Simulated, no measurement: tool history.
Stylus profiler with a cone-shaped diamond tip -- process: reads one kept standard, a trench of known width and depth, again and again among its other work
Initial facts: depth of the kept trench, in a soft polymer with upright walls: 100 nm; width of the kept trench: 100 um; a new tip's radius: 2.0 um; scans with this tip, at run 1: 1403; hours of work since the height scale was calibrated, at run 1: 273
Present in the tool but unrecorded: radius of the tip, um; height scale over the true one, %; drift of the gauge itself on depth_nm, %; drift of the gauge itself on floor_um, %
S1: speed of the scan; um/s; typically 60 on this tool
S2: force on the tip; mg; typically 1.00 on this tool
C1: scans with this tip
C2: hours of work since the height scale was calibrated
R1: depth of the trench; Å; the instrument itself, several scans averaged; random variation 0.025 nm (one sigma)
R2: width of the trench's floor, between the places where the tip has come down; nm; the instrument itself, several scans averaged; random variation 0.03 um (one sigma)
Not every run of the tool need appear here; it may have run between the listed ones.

run	hour	S1	S2	C1	C2	R1	R2
1	0.0	60	1.00	1403	273	1003.5	98260
2	119.2	60	1.00	1730	337	1003.9	98190
3	211.0	60	1.00	1982	386	1003.6	98230
4	277.8	20	1.00	2166	421	1003.6	98620
5	374.2	60	1.33	2430	473	1004.5	98360
6	503.6	60	0.70	2786	542	1002.7	98070
7	622.7	38	1.17	3113	606	1004.0	98440
8	695.3	53	0.79	3312	644	1003.4	98170
9	804.5	27	0.74	3612	703	1003.2	98440
10	871.9	25	1.12	3797	739	1004.2	98570
11	971.3	18	0.94	4070	792	1003.8	98580

Consider 4 possible next runs. They are alternatives, not a sequence: every one starts from the tool as it was left by run 11. What does each give?
A	1050.3	18	0.39	4287	834	?	?
B	1050.3	25	0.94	4287	834	?	?
C	1050.3	60	1.16	4287	834	?	?
D	1050.3	20	1.31	4287	834	?	?

run	R1	R2
A	1002.2	98470
B	1003.4	98530
C	1004.4	98280
D	1004.5	98620
Had the tool no hidden state, the same runs would have come out as:
run	R1	R2
A	1002.2	98490
B	1003.4	98540
C	1004.3	98290
D	1004.4	98630

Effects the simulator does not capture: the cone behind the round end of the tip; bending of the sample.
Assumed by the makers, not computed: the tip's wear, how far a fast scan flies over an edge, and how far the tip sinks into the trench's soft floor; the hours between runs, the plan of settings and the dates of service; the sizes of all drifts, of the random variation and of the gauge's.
